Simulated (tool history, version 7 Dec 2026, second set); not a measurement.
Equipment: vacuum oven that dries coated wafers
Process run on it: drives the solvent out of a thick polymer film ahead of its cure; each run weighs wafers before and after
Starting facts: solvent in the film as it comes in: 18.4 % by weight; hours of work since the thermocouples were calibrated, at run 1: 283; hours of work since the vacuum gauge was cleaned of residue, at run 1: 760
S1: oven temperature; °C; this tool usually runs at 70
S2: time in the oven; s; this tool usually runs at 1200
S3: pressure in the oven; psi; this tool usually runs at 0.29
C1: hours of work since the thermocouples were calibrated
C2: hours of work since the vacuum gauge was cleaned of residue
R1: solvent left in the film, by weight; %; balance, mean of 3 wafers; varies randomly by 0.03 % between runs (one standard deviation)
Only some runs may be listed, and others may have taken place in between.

run 1 hour=0 | S1=70 S2=1200 S3=0.29 | C1=283 C2=760 | R1=2.92
run 2 hour=35.7 | S1=70 S2=1200 S3=0.29 | C1=305 C2=782 | R1=2.91
run 3 hour=92.6 | S1=59 S2=1200 S3=0.29 | C1=341 C2=818 | R1=5.87
run 4 hour=138.9 | S1=70 S2=720 S3=0.29 | C1=370 C2=847 | R1=4.48
run 5 hour=167.5 | S1=70 S2=720 S3=0.29 | C1=388 C2=865 | R1=4.49
run 6 hour=217.1 | S1=70 S2=720 S3=0.29 | C1=419 C2=897 | R1=4.56
run 7 hour=243.8 | S1=70 S2=720 S3=0.29 | C1=436 C2=913 | R1=4.52
run 8 hour=285.2 | S1=70 S2=1200 S3=0.29 | C1=462 C2=939 | R1=2.95
run 9 hour=327.3 | S1=70 S2=1200 S3=0.29 | C1=489 C2=966 | R1=2.97
run 10 hour=383.1 | S1=70 S2=1200 S3=0.29 | C1=524 C2=1001 | R1=2.95
run 11 hour=416.9 | S1=70 S2=1200 S3=0.29 | C1=545 C2=1022 | R1=2.96
run 12 hour=458 | S1=70 S2=1200 S3=0.29 | C1=571 C2=1048 | R1=2.99
run 13 hour=488.2 | S1=62 S2=1140 S3=0.267 | C1=590 C2=1067 | R1=4.95
run 14 hour=513.7 | S1=62 S2=1140 S3=0.267 | C1=606 C2=1083 | R1=4.91
run 15 hour=551.6 | S1=70 S2=1140 S3=0.31 | C1=630 C2=1107 | R1=3.22
run 16 hour=600.3 | S1=55 S2=1140 S3=0.226 | C1=661 C2=1138 | R1=6.88
run 17 hour=634.9 | S1=71 S2=1500 S3=0.29 | C1=682 C2=1160 | R1=2.42
run 18 hour=681.8 | S1=61 S2=1140 S3=0.268 | C1=712 C2=1189 | R1=5.25
run 19 hour=739.4 | S1=65 S2=1740 S3=0.29 | C1=748 C2=1226 | R1=3.29
run 20 hour=793 | S1=67 S2=660 S3=0.167 | C1=782 C2=1259 | R1=5.01

Each row is a separate what-if for the run after 20, all from the same tool condition, not one after another. Results?
run A hour=820 | S1=67 S2=780 S3=0.167 | C1=799 C2=1276 | R1=?
run B hour=820 | S1=80 S2=660 S3=0.682 | C1=799 C2=1276 | R1=?
run C hour=820 | S1=62 S2=660 S3=0.848 | C1=799 C2=1276 | R1=?

run=A R1=4.23
run=B R1=4.04
run=C R1=11.13
Without the tool's unlogged condition, the same runs would have read:
run=A R1=4.01
run=B R1=3.94
run=C R1=11
